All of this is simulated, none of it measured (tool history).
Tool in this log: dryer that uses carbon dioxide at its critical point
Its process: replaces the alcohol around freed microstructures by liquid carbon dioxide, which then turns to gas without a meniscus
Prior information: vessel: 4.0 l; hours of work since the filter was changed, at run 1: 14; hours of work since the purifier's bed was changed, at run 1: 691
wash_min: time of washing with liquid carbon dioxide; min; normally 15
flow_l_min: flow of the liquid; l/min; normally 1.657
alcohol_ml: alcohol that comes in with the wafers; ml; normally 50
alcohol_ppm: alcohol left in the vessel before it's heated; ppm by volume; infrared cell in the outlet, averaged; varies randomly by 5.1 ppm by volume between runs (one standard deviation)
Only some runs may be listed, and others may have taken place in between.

run	hour	wash_min	flow_l_min	alcohol_ml	hours of work since the filter was changed	hours of work since the purifier's bed was changed	alcohol_ppm
1	0.0	15	1.657	50	14	691	176
2	24.4	15	1.657	50	28	704	174
3	55.2	15	1.657	50	46	722	177
4	86.6	15	1.657	50	63	740	180
5	106.7	15	1.657	50	75	751	196
6	124.2	15	1.657	50	85	761	185
7	150.5	15	1.657	50	99	776	203
8	163.7	15	1.657	50	107	783	189
9	195.0	15	1.657	50	125	801	202
10	222.6	15	1.070	50	140	817	602
11	239.6	15	1.070	50	150	826	598
12	264.8	15	1.070	78	164	840	895
13	292.2	15	1.070	78	180	856	890
14	313.8	15	1.070	78	192	868	907
15	327.6	15	1.070	78	200	876	882
16	342.5	12	1.657	50	208	884	363
17	358.3	12	1.657	50	217	893	376
18	381.7	12	1.657	50	230	907	381
# hour 403.0: inlet filter changed
19	403.0	12	1.657	50	0	918	321
20	421.0	15	1.657	50	10	928	193
21	439.2	13	1.570	50	20	939	311
22	454.3	22	1.570	63	29	947	169
23	470.7	15	2.590	115	38	956	149
24	495.9	15	2.590	115	53	971	166
25	515.0	15	2.130	50	63	981	176
26	547.1	9	1.490	50	82	1000	927
27	564.3	15	1.657	117	91	1009	333
28	592.6	11	1.657	50	107	1025	454
29	611.0	11	2.680	52	118	1036	203
30	630.4	12	1.130	52	129	1047	974
31	647.6	15	2.050	69	138	1056	199
32	679.2	15	1.050	69	156	1074	892
33	708.9	13	2.440	50	173	1091	194
34	732.5	13	2.160	50	186	1105	223
35	762.4	13	2.160	50	203	1121	217
36	785.6	13	2.780	50	216	1135	196
37	811.4	17	2.620	50	231	1149	183
# hour 830.7: inlet filter changed
38	839.7	17	1.240	75	5	1165	381
39	859.8	17	1.240	75	16	1176	385
40	888.5	15	1.070	50	33	1192	614

Per-run results on a tool with no hidden state, each run keeping its own random variation:
Hidden state at play: flow that reaches the vessel past the clogged filter, %; alcohol in the recycled carbon dioxide, ppm; drift of the gauge itself on alcohol_ppm, %.
run	alcohol_ppm
1	67
2	62
3	61
4	62
5	71
6	61
7	74
8	60
9	65
10	409
11	401
12	642
13	623
14	628
15	604
16	173
17	181
18	181
19	179
20	51
21	160
22	24
23	2
24	13
25	22
26	711
27	149
28	257
29	38
30	712
31	28
32	606
33	17
34	42
35	34
36	16
37	3
38	204
39	203
40	412
